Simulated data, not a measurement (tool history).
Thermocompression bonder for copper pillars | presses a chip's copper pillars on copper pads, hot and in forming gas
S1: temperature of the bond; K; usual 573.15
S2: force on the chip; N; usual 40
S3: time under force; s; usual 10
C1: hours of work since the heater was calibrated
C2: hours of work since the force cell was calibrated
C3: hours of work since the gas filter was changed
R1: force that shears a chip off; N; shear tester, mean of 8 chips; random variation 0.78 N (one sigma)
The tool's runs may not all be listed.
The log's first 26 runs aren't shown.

| run | hour | S1 | S2 | S3 | C1 | C2 | C3 | R1 |
|---|---|---|---|---|---|---|---|---|
| 27 | 218.5 | 573.15 | 32 | 10 | 563 | 32 | 50 | 44.9 |
| 28 | 224.6 | 573.15 | 32 | 10 | 566 | 35 | 54 | 44.8 |
| 29 | 230.9 | 548.15 | 41 | 27 | 570 | 39 | 57 | 55.4 |
| 30 | 242.7 | 552.15 | 53 | 6 | 576 | 45 | 64 | 38 |
| 31 | 253.7 | 552.15 | 53 | 6 | 583 | 52 | 70 | 38.7 |
| 32 | 264 | 596.15 | 40 | 10 | 588 | 57 | 76 | 67.2 |
| 33 | 272.1 | 581.15 | 40 | 10 | 593 | 62 | 81 | 56.4 |
| 34 | 281.9 | 573.15 | 40 | 29 | 598 | 67 | 86 | 73.4 |
| 35 | 290.7 | 573.15 | 40 | 9 | 603 | 72 | 91 | 48.7 |
| 36 | 300.5 | 573.15 | 30 | 16 | 609 | 78 | 97 | 48.6 |
| 37 | 309.2 | 587.15 | 54 | 21 | 614 | 83 | 101 | 89.3 |

3 ways to go on from here, each from the tool as it stands after run 37. What would each give?
| A | 319.2 | 602.15 | 28 | 14 | 619 | 88 | 107 | ? |
| B | 319.2 | 587.15 | 28 | 21 | 619 | 88 | 107 | ? |
| C | 319.2 | 548.15 | 29 | 5 | 619 | 88 | 107 | ? |

| run | R1 |
|---|---|
| A | 62 |
| B | 60.4 |
| C | 20.1 |
Without the tool's hidden state the same runs would have given:
| run | R1 |
|---|---|
| A | 73.6 |
| B | 72.2 |
| C | 25.3 |

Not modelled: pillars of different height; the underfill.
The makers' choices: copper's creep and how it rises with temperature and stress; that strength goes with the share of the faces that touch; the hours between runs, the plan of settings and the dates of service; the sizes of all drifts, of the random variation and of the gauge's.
